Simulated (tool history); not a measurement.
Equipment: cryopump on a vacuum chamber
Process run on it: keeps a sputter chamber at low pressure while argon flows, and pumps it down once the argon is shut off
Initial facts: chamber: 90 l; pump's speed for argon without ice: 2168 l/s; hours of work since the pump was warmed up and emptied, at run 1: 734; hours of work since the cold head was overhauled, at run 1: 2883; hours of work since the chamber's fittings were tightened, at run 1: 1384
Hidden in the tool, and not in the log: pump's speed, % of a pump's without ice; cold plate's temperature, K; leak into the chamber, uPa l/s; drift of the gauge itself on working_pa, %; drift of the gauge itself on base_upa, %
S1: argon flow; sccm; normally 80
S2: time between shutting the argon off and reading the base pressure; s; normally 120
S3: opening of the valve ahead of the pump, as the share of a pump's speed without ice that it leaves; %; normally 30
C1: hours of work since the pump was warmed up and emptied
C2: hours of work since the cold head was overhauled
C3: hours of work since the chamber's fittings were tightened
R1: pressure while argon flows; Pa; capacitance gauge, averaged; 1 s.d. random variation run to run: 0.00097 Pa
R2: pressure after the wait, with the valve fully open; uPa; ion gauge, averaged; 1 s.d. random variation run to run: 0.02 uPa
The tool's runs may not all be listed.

Run 1, hour 0: usual settings; C1 734; C2 2883; C3 1384. Result: R1 0.2186 Pa, R2 1.32 uPa.
Run 2, hour 62.7: usual settings; C1 774; C2 2923; C3 1424. Result: R1 0.215 Pa, R2 1.35 uPa.
Run 3, hour 124.9: usual settings; C1 813; C2 2963; C3 1463. Result: R1 0.2165 Pa, R2 1.5 uPa.
Run 4, hour 206.6: usual settings; C1 865; C2 3015; C3 1515. Result: R1 0.217 Pa, R2 1.54 uPa.
Run 5, hour 325: usual settings but S1 39 sccm; C1 940; C2 3090; C3 1590. Result: R1 0.1062 Pa, R2 1.57 uPa.
Run 6, hour 411.3: usual settings but S1 39 sccm; C1 995; C2 3145; C3 1645. Result: R1 0.1073 Pa, R2 1.63 uPa.
Run 7, hour 462.1: usual settings; C1 1028; C2 3177; C3 1677. Result: R1 0.2187 Pa, R2 1.63 uPa.
At hour 502: pump warmed up, emptied and cooled again.
Run 8, hour 517.6: usual settings; C1 10; C2 3209; C3 1709. Result: R1 0.2107 Pa, R2 1.56 uPa.
At hour 605.3: leaking fittings of the chamber tightened, without venting.
Run 9, hour 608.8: usual settings; C1 67; C2 3266; C3 2. Result: R1 0.211 Pa, R2 0.29 uPa.
Run 10, hour 702.5: usual settings; C1 126; C2 3325; C3 62. Result: R1 0.2108 Pa, R2 0.31 uPa.
Run 11, hour 776.3: usual settings; C1 173; C2 3372; C3 109. Result: R1 0.2118 Pa, R2 0.38 uPa.
Run 12, hour 827.4: usual settings but S1 103 sccm; C1 205; C2 3405; C3 141. Result: R1 0.2702 Pa, R2 0.42 uPa.
Run 13, hour 914.3: usual settings but S2 194 s; C1 261; C2 3460; C3 196. Result: R1 0.2105 Pa, R2 0.4 uPa.
Run 14, hour 981.8: usual settings but S2 194 s; C1 303; C2 3503; C3 239. Result: R1 0.2131 Pa, R2 0.44 uPa.
Run 15, hour 1081.7: usual settings but S2 61 s; C1 367; C2 3566; C3 303. Result: R1 0.2134 Pa, R2 0.66 uPa.
Run 16, hour 1144.8: usual settings but S2 61 s; C1 407; C2 3606; C3 343. Result: R1 0.2142 Pa, R2 0.66 uPa.
Run 17, hour 1198.6: usual settings but S1 43 sccm; C1 441; C2 3640; C3 377. Result: R1 0.1159 Pa, R2 0.57 uPa.
Run 18, hour 1297.5: usual settings but S1 36 sccm; C1 504; C2 3703; C3 440. Result: R1 0.097 Pa, R2 0.64 uPa.
Run 19, hour 1348.8: usual settings but S1 36 sccm; C1 537; C2 3736; C3 472. Result: R1 0.0971 Pa, R2 0.66 uPa.
Run 20, hour 1455.4: usual settings but S1 36 sccm; C1 604; C2 3803; C3 540. Result: R1 0.097 Pa, R2 0.72 uPa.
Run 21, hour 1553.5: usual settings but S1 82 sccm, S3 26 %; C1 667; C2 3866; C3 602. Result: R1 0.2521 Pa, R2 0.77 uPa.
Run 22, hour 1611.4: usual settings but S1 127 sccm, S2 160 s, S3 26 %; C1 703; C2 3902; C3 639. Result: R1 0.3943 Pa, R2 0.77 uPa.
Run 23, hour 1715.2: usual settings but S1 155 sccm, S2 160 s, S3 26 %; C1 769; C2 3968; C3 705. Result: R1 0.4818 Pa, R2 0.85 uPa.
Run 24, hour 1816.3: usual settings but S2 172 s, S3 15 %; C1 833; C2 4033; C3 769. Result: R1 0.425 Pa, R2 0.86 uPa.
Run 25, hour 1901.7: usual settings but S1 38 sccm, S2 227 s, S3 23 %; C1 888; C2 4087; C3 823. Result: R1 0.1337 Pa, R2 0.91 uPa.
Run 26, hour 1998.5: usual settings but S1 59 sccm, S2 227 s, S3 19 %; C1 949; C2 4148; C3 885. Result: R1 0.2501 Pa, R2 0.97 uPa.
Run 27, hour 2093.5: usual settings but S1 59 sccm, S2 227 s, S3 19 %; C1 1010; C2 4209; C3 945. Result: R1 0.2494 Pa, R2 1.04 uPa.
At hour 2159.3: pump warmed up, emptied and cooled again.
Run 28, hour 2202: usual settings but S1 59 sccm, S2 227 s, S3 19 %; C1 27; C2 4274; C3 1011. Result: R1 0.2429 Pa, R2 0.95 uPa.
Run 29, hour 2306.1: usual settings but S1 59 sccm, S2 227 s, S3 19 %; C1 93; C2 4341; C3 1077. Result: R1 0.2443 Pa, R2 1 uPa.
Run 30, hour 2383.4: usual settings but S1 46 sccm, S2 28 s, S3 49 %; C1 142; C2 4390; C3 1126. Result: R1 0.0748 Pa, R2 1.57 uPa.
Run 31, hour 2463.7: usual settings but S1 67 sccm, S3 28 %; C1 193; C2 4441; C3 1177. Result: R1 0.1908 Pa, R2 1.19 uPa.
Run 32, hour 2520.2: usual settings but S1 47 sccm, S2 103 s, S3 17 %; C1 229; C2 4477; C3 1213. Result: R1 0.2181 Pa, R2 1.24 uPa.
Run 33, hour 2576.1: usual settings but S3 44 %; C1 265; C2 4512; C3 1249. Result: R1 0.1478 Pa, R2 1.21 uPa.
Run 34, hour 2627.3: usual settings but S3 44 %; C1 297; C2 4545; C3 1281. Result: R1 0.1468 Pa, R2 1.25 uPa.
Run 35, hour 2714: usual settings but S2 212 s, S3 31 %; C1 352; C2 4600; C3 1336. Result: R1 0.2064 Pa, R2 1.3 uPa.

Results for each run, recomputed without the tool's hidden state and with each run's random variation untouched:
run      R1    R2
  1  0.2106  0.24
  2  0.2068  0.21
  3  0.2079  0.27
  4  0.2078  0.28
  5  0.1014  0.27
  6  0.1021  0.27
  7  0.2078  0.26
  8  0.2086  0.28
  9  0.2084  0.26
 10  0.2077  0.24
 11  0.2083  0.27
 12  0.2654  0.28
 13  0.2063  0.22
 14  0.2085  0.23
 15  0.2082  0.39
 16  0.2086  0.36
 17  0.1127  0.24
 18  0.0941  0.27
 19   0.094  0.26
 20  0.0936  0.26
 21  0.2437  0.26
 22  0.3807  0.23
 23  0.4639  0.24
 24  0.4151   0.2
 25  0.1287   0.2
 26  0.2419   0.2
 27  0.2407   0.2
 28  0.2409  0.18
 29   0.242  0.18
 30  0.0727  0.73
 31  0.1874  0.28
 32  0.2155  0.28
 33  0.1431  0.27
 34  0.1418  0.25
 35   0.201  0.25
